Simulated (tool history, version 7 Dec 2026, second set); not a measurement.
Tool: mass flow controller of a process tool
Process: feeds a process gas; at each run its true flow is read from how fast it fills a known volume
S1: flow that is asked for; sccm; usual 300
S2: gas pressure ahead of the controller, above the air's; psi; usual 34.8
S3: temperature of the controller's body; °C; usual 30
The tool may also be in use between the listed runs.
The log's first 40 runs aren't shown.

{"run": 41, "hour": 7995.1, "S1": 198, "S2": 32.8, "S3": 35, "true flow (%)": 97.55}
{"run": 42, "hour": 8186.4, "S1": 63, "S2": 26.7, "S3": 35, "true flow (%)": 92.39}
{"run": 43, "hour": 8303.2, "S1": 398, "S2": 27.6, "S3": 29, "true flow (%)": 99.93}
{"run": 44, "hour": 8476.6, "S1": 229, "S2": 24.9, "S3": 29, "true flow (%)": 98.35}
{"run": 45, "hour": 8622.5, "S1": 91, "S2": 39.6, "S3": 30, "true flow (%)": 94.06}
{"run": 46, "hour": 8755.3, "S1": 91, "S2": 39.6, "S3": 30, "true flow (%)": 94.09}
{"run": 47, "hour": 8961.3, "S1": 98, "S2": 28.6, "S3": 39, "true flow (%)": 94.41}
{"run": 48, "hour": 9091.6, "S1": 98, "S2": 26.5, "S3": 26, "true flow (%)": 94.89}
{"run": 49, "hour": 9267.8, "S1": 113, "S2": 34.8, "S3": 39, "true flow (%)": 94.95}

3 ways to go on from here, each from the tool as it stands after run 49. What would each give?
{"run": "A", "hour": 9396.8, "S1": 67, "S2": 24.4, "S3": 39, "true flow (%)": "?"}
{"run": "B", "hour": 9396.8, "S1": 250, "S2": 34.2, "S3": 35, "true flow (%)": "?"}
{"run": "C", "hour": 9396.8, "S1": 201, "S2": 37.3, "S3": 35, "true flow (%)": "?"}

run=A true_flow_(%)=92.20
run=B true_flow_(%)=98.09
run=C true_flow_(%)=97.28
Without the tool's hidden state the same runs would have given:
run=A true_flow_(%)=97.19
run=B true_flow_(%)=97.98
run=C true_flow_(%)=97.62
